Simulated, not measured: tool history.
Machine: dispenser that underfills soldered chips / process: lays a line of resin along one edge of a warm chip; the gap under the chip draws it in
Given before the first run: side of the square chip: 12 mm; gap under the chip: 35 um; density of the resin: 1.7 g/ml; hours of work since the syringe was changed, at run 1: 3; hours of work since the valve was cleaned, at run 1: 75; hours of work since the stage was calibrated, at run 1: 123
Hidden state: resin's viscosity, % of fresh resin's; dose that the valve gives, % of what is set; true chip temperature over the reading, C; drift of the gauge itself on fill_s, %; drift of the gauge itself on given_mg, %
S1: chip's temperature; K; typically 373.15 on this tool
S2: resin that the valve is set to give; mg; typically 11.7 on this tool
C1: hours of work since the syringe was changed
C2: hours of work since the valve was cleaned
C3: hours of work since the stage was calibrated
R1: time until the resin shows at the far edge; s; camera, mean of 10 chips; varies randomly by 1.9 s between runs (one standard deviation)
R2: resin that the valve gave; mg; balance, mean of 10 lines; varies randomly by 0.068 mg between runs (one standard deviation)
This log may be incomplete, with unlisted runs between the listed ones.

run   hour      S1    S2  C1   C2   C3     R1     R2
  1      0  373.15  11.7   3   75  123  219.4  11.04
       7.3  -- new syringe of resin
  2   12.9  373.15  11.7   4   86  133  241.6  10.85
      18.3  -- new syringe of resin
  3   26.3  373.15  11.7   6   96  143  256.8  10.91
      28.8  -- new syringe of resin
  4   33.7  361.15  11.7   4  102  149  342.3  10.94
      38.5  -- dispensing valve cleaned and set on the balance
      41.1  -- new syringe of resin
  5   48.1  361.15  11.7   6    7  160  358.1  11.68
      51.8  -- new syringe of resin
  6   61.6  361.15  11.7   8   18  170  405.1  11.49
      62.9  -- new syringe of resin
  7   72.1  361.15  11.7   7   26  178  392.4  11.43
      73.1  -- new syringe of resin
        84  -- new syringe of resin
  8   84.5  373.15  13.4   0   36  188  191.2   13.1
      94.9  -- new syringe of resin
  9   99.3  373.15  13.4   4   47  199    217     13
     105.6  -- new syringe of resin
 10  106.9  373.15  13.4   1   53  205  191.9  12.93
     116.1  -- new syringe of resin
 11    122  373.15   9.9   5   65  217  262.9   9.47
     127.2  -- new syringe of resin
 12  134.5  373.15   9.9   6   75  227  276.6   9.26
       138  -- new syringe of resin
 13  141.8  373.15   9.9   3   80  232  240.8   9.31
     148.3  -- new syringe of resin
 14  148.6  373.15   9.9   0   85  238  218.6   9.21
 15    155  373.15   9.9   5   91  243    276   9.25
     158.6  -- new syringe of resin
     169.3  -- new syringe of resin
 16  170.2  373.15   9.9   1  102  254  218.8   9.15
     174.4  -- dispensing valve cleaned and set on the balance
     181.1  -- new syringe of resin
 17  183.2  373.15   9.9   2    7  264  224.4   9.86
     191.3  -- new syringe of resin
 18  191.3  373.15   9.9   0   13  270  206.7   9.84
 19  198.3  377.15  11.1   6   19  276  227.4   10.9
     201.5  -- new syringe of resin
 20  207.9  359.15   9.9   5   26  283  410.6   9.59
     212.3  -- new syringe of resin
 21  217.1  364.15  13.3   4   33  290  294.8  12.95
     222.5  -- new syringe of resin
 22  226.7  369.15  15.1   3   41  298  248.6  14.55
     232.7  -- new syringe of resin
 23  239.2  359.15  11.5   5   50  307  390.4  11.03
     242.9  -- new syringe of resin
 24  249.4  380.15  13.2   5   58  315    201  12.58
     253.1  -- new syringe of resin
 25  259.6  359.15  10.1   5   66  323    415   9.69
     264.4  -- new syringe of resin
 26  266.4  360.15  11.1   2   71  328  318.7  10.52
     275.3  -- new syringe of resin
 27  279.8  363.15    12   4   82  339  320.5  11.15
     285.6  -- new syringe of resin
 28    289  363.15    12   3   89  346  303.9  11.11
       296  -- new syringe of resin
 29    296  370.15  10.4   0   94  351  232.5    9.7
 30  305.7  383.15  10.9   8  102  359  223.9  10.13
       307  -- new syringe of resin
     309.7  -- dispensing valve cleaned and set on the balance
     319.1  -- new syringe of resin
 31  319.6  383.15  10.9   0    8  369    153  10.87
 32  328.1  383.15  10.9   7   14  376  213.4  10.75
       330  -- new syringe of resin
 33  339.6  383.15  10.9   8   23  385  215.4  10.76
     341.3  -- new syringe of resin
     352.3  -- new syringe of resin
 34  353.3  383.15  10.9   1   34  395  157.8  10.59

For each run, the measured value with the value that run would have given without the tool's hidden condition subtracted. The run-to-run variation is shared by both, the gauge scatter possibly not:
run      R1     R2
  1   +33.8  -0.67
  2     +51  -0.76
  3   +71.5  -0.85
  4   +69.1   -0.9
  5   +84.8  -0.09
  6  +132.6  -0.18
  7    +122  -0.25
  8   +10.8  -0.39
  9   +35.8  -0.51
 10   +12.2  -0.56
 11   +59.5   -0.5
 12   +77.2  -0.58
 13   +45.7  -0.62
 14   +18.5  -0.66
 15   +77.9  -0.71
 16   +19.2  -0.79
 17     +23  -0.06
 18    +7.3  -0.11
 19   +57.8  -0.17
 20  +103.9  -0.21
 21   +55.1  -0.36
 22   +44.7   -0.5
 23  +101.3  -0.47
 24   +52.4  -0.61
 25  +107.5  -0.52
 26   +38.2  -0.61
 27   +65.4  -0.75
 28   +52.3  -0.82
 29   +17.7  -0.76
 30   +78.9  -0.85
 31   +11.9  -0.04
 32   +70.1   -0.1
 33     +72  -0.17
 34   +13.7  -0.27
